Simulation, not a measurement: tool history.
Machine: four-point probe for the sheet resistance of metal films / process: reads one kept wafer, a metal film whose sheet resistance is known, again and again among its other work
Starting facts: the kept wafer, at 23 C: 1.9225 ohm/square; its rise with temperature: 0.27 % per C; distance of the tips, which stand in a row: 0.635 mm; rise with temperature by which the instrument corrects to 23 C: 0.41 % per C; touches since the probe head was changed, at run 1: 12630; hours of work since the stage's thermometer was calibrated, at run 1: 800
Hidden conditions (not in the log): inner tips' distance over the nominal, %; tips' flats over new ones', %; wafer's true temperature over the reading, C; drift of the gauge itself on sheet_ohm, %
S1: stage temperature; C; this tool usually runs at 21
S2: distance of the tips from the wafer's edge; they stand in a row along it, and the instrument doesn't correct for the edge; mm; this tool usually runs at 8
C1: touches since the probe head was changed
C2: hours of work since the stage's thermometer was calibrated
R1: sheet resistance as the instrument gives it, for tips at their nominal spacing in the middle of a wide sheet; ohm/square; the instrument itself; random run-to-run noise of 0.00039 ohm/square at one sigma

run,hour,S1,S2,C1,C2,R1
1,0,21,8,12630,800,1.938204
2,40.2,21,8,14217,822,1.938994
3,72,21,8,15473,840,1.939321
4,111.1,21,17,17013,862,1.934002
5,131.7,20,8,17828,874,1.941653
6,166.2,20,8,19190,893,1.941705
7,201.8,20,40,20594,913,1.935327
8,225.5,18,8,21527,926,1.947233
9,251.4,18,8,22550,941,1.947627
10,290.1,18,8,24078,963,1.947191
11,315.7,24,8,25089,977,1.930911
12,333.6,26,8,25792,987,1.925377
13,374,19,8,27389,1010,1.9455
14,409.7,21,8,28796,1030,1.939837
15,433.7,21,8,29743,1043,1.940162
16,460.3,21,8,30794,1058,1.940389
17,488.8,21,8,31920,1074,1.940466
18,508.3,21,50,32686,1085,1.933798
19,530.2,32,16,33550,1097,1.90559
20,570.2,32,16,35129,1120,1.906541
21,597.6,21,74,36210,1135,1.933868
22,629.1,24,74,37456,1153,1.926124
23,670.5,20,10,39088,1176,1.940648
24,711,29,20,40687,1198,1.914286
25,748.4,21,5,42162,1219,1.950973
26,776.5,32,3,43271,1235,1.950322
27,811,21,5,44630,1254,1.951362
28,840.1,21,5,45778,1271,1.951442

Run 29 has not been measured yet. What should we expect?
29,879.9,21,5,47351,1293,?

{"run 29": {"R1": 1.951584}}
If the tool had no hidden condition, the same run with the same run-to-run variation would have returned R1 1.944328 ohm/square.

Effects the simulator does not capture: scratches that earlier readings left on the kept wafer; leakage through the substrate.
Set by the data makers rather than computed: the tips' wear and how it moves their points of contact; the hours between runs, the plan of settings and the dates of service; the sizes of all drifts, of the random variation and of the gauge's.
